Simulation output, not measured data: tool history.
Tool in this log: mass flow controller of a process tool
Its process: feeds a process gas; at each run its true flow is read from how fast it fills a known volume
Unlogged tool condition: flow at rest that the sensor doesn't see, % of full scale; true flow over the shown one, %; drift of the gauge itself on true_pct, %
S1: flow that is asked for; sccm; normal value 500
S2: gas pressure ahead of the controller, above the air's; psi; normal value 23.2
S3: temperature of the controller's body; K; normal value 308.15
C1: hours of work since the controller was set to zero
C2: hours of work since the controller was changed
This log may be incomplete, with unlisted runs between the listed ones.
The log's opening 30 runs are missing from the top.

run 31 hour=2455.0 | S1=500 S2=23.2 S3=296.15 | C1=3442 C2=3442 | true_flow_(%)=99.09
run 32 hour=2539.3 | S1=491 S2=35.2 S3=310.15 | C1=3499 C2=3499 | true_flow_(%)=98.24
run 33 hour=2649.5 | S1=491 S2=35.2 S3=310.15 | C1=3573 C2=3573 | true_flow_(%)=98.23
run 34 hour=2705.2 | S1=491 S2=33.1 S3=309.15 | C1=3611 C2=3611 | true_flow_(%)=98.38
run 35 hour=2773.2 | S1=184 S2=24.4 S3=307.15 | C1=3657 C2=3657 | true_flow_(%)=97.78
run 36 hour=2863.5 | S1=214 S2=32.9 S3=310.15 | C1=3718 C2=3718 | true_flow_(%)=97.56
run 37 hour=2919.5 | S1=500 S2=29.9 S3=299.15 | C1=3756 C2=3756 | true_flow_(%)=98.93
run 38 hour=2969.4 | S1=577 S2=23.2 S3=295.15 | C1=3790 C2=3790 | true_flow_(%)=99.46
run 39 hour=3060.1 | S1=105 S2=30.6 S3=295.15 | C1=3851 C2=3851 | true_flow_(%)=97.75
run 40 hour=3111.9 | S1=114 S2=23.2 S3=307.15 | C1=3886 C2=3886 | true_flow_(%)=97.66
run 41 hour=3173.3 | S1=251 S2=21.9 S3=301.15 | C1=3928 C2=3928 | true_flow_(%)=98.42
-- hour=3256.8 gauge calibrated
run 42 hour=3280.6 | S1=251 S2=21.9 S3=301.15 | C1=4000 C2=4000 | true_flow_(%)=97.74

Each row is a separate what-if for the run after 42, all from the same tool condition, not one after another. Results?
run A hour=3383.0 | S1=346 S2=23.2 S3=308.15 | C1=4070 C2=4070 | true_flow_(%)=?
run B hour=3383.0 | S1=251 S2=34.5 S3=301.15 | C1=4070 C2=4070 | true_flow_(%)=?
run C hour=3383.0 | S1=251 S2=39.2 S3=302.15 | C1=4070 C2=4070 | true_flow_(%)=?
run D hour=3383.0 | S1=510 S2=39.9 S3=306.15 | C1=4070 C2=4070 | true_flow_(%)=?
run E hour=3383.0 | S1=543 S2=34.7 S3=300.15 | C1=4070 C2=4070 | true_flow_(%)=?

run=A true_flow_(%)=97.79
run=B true_flow_(%)=97.31
run=C true_flow_(%)=97.01
run=D true_flow_(%)=97.79
run=E true_flow_(%)=98.10
Take away the tool's hidden state, keep each run's random variation, and the runs would have read:
run=A true_flow_(%)=97.76
run=B true_flow_(%)=97.27
run=C true_flow_(%)=96.98
run=D true_flow_(%)=97.77
run=E true_flow_(%)=98.08
